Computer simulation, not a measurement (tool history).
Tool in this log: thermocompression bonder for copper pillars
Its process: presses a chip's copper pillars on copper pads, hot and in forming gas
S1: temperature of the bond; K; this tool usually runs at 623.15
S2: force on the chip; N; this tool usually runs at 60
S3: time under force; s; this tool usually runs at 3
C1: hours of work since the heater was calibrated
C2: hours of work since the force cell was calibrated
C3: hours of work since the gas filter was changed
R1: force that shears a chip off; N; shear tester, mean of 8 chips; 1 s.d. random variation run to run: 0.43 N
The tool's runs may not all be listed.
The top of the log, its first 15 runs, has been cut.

run	hour	S1	S2	S3	C1	C2	C3	R1
16	256.4	623.15	60	3	204	414	275	50.1
17	275.7	623.15	60	3	216	426	286	49.7
18	299	605.15	60	3	230	440	300	41.4
19	324.6	605.15	60	3	246	455	316	40.6
20	343.8	623.15	60	3	258	467	328	48.3
21	367.3	623.15	60	3	272	481	342	48.6
22	393.8	645.15	64	2	288	497	358	52.5
23	420.9	645.15	64	2	304	514	375	53.1
24	435.6	645.15	64	2	313	523	384	52.9
# hour 439.8: forming gas filter changed
25	462.1	623.15	60	2	329	539	14	44.7
26	485.6	623.15	39	2	344	553	28	33.2
27	510.2	623.15	39	2	359	568	43	33
28	525.2	623.15	39	2	368	577	52	32.8
29	538.6	623.15	39	2	376	585	60	33.1
30	553.1	629.15	77	6	385	594	69	75.3
31	569.5	629.15	77	2	395	604	79	53.9
32	583.6	619.15	81	2	403	612	87	49.3
33	610.5	619.15	81	2	419	629	104	49.7
34	622.7	642.15	50	8	427	636	111	74.4
35	637.6	642.15	50	8	436	645	120	73.1
36	654.1	643.15	60	2	446	655	130	51.9
37	680.1	593.15	45	3	462	671	146	29.2
38	705.4	593.15	45	3	477	687	162	28.8
39	722.3	623.15	63	2	488	697	172	42.9

Forecast each of these 5 alternatives for the next run:
A	736.6	623.15	66	4	496	706	181	?
B	736.6	653.15	55	8	496	706	181	?
C	736.6	623.15	46	3	496	706	181	?
D	736.6	615.15	60	2	496	706	181	?
E	736.6	597.15	60	3	496	706	181	?

run	R1
A	56.4
B	79.1
C	40.7
D	38.9
E	36
Stripped of hidden state, with their random variation kept, the same runs would have yielded:
run	R1
A	62.4
B	85.6
C	45.5
D	43.5
E	40.5
